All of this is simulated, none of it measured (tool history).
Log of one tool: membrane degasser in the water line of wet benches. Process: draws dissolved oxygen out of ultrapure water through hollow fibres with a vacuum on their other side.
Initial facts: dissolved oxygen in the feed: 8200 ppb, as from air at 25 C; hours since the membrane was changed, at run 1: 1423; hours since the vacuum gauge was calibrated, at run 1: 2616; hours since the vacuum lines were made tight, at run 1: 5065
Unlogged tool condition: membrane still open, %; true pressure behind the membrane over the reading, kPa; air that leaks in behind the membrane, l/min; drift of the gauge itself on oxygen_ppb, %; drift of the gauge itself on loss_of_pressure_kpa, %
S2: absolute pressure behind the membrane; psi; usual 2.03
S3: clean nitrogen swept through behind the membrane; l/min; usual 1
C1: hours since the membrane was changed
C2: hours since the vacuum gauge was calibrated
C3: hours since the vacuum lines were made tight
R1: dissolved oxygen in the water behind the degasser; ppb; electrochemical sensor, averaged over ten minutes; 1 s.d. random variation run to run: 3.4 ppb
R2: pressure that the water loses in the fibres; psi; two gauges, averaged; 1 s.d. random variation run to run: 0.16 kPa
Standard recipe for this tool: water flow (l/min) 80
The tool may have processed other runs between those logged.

Run 1, hour 0: usual settings; C1 1423; C2 2616; C3 5065. Result: R1 1336.6 ppb, R2 4.953 psi.
Run 2, hour 32.4: usual settings but water flow (l/min) 83; C1 1455; C2 2648; C3 5097. Result: R1 1368.6 ppb, R2 5.124 psi.
Run 3, hour 62: usual settings but water flow (l/min) 83, S2 1.81 psi; C1 1485; C2 2678; C3 5127. Result: R1 1215.6 ppb, R2 5.1 psi.
Run 4, hour 96.4: usual settings but S2 5.06 psi; C1 1520; C2 2712; C3 5161. Result: R1 3087 ppb, R2 4.927 psi.
Run 5, hour 120.2: usual settings but S2 5.06 psi; C1 1543; C2 2736; C3 5185. Result: R1 3071.3 ppb, R2 4.947 psi.
Run 6, hour 143.3: usual settings but S2 5.06 psi, S3 0.88 l/min; C1 1566; C2 2759; C3 5208. Result: R1 3283.7 ppb, R2 4.933 psi.
Run 7, hour 163.1: usual settings but S2 4.58 psi, S3 0.88 l/min; C1 1586; C2 2779; C3 5228. Result: R1 3044 ppb, R2 4.959 psi.
Run 8, hour 192.7: usual settings but S2 4.58 psi, S3 0.88 l/min; C1 1616; C2 2809; C3 5257. Result: R1 3040 ppb, R2 4.947 psi.
Run 9, hour 219.3: usual settings but S2 4.58 psi, S3 0.88 l/min; C1 1642; C2 2835; C3 5284. Result: R1 3033.9 ppb, R2 4.957 psi.
Run 10, hour 242.2: usual settings but S2 4.58 psi, S3 0.88 l/min; C1 1665; C2 2858; C3 5307. Result: R1 3025.3 ppb, R2 4.954 psi.
Run 11, hour 267.1: usual settings but water flow (l/min) 115; C1 1690; C2 2883; C3 5332. Result: R1 1738.9 ppb, R2 7.105 psi.
Run 12, hour 307.5: usual settings but water flow (l/min) 115; C1 1731; C2 2924; C3 5372. Result: R1 1752.4 ppb, R2 7.127 psi.
Run 13, hour 347.8: usual settings but S2 1.25 psi; C1 1771; C2 2964; C3 5412. Result: R1 749.6 ppb, R2 4.97 psi.
Run 14, hour 384.4: usual settings but S2 1.25 psi; C1 1808; C2 3000; C3 5449. Result: R1 747.9 ppb, R2 4.966 psi.
Run 15, hour 412.1: usual settings but S3 1.62 l/min; C1 1835; C2 3028; C3 5477. Result: R1 991.5 ppb, R2 4.97 psi.

Run 16 has not been measured yet. What should we expect?
Run 16, hour 448.1: usual settings but S2 3.9 psi; C1 1871; C2 3064; C3 5513. Result: R1 ?, R2 ?.

R1: 2493.8 ppb
R2: 4.947 psi
The same run, on a tool lacking any hidden state, would have yielded R1 2488.2 ppb, R2 4.883 psi.
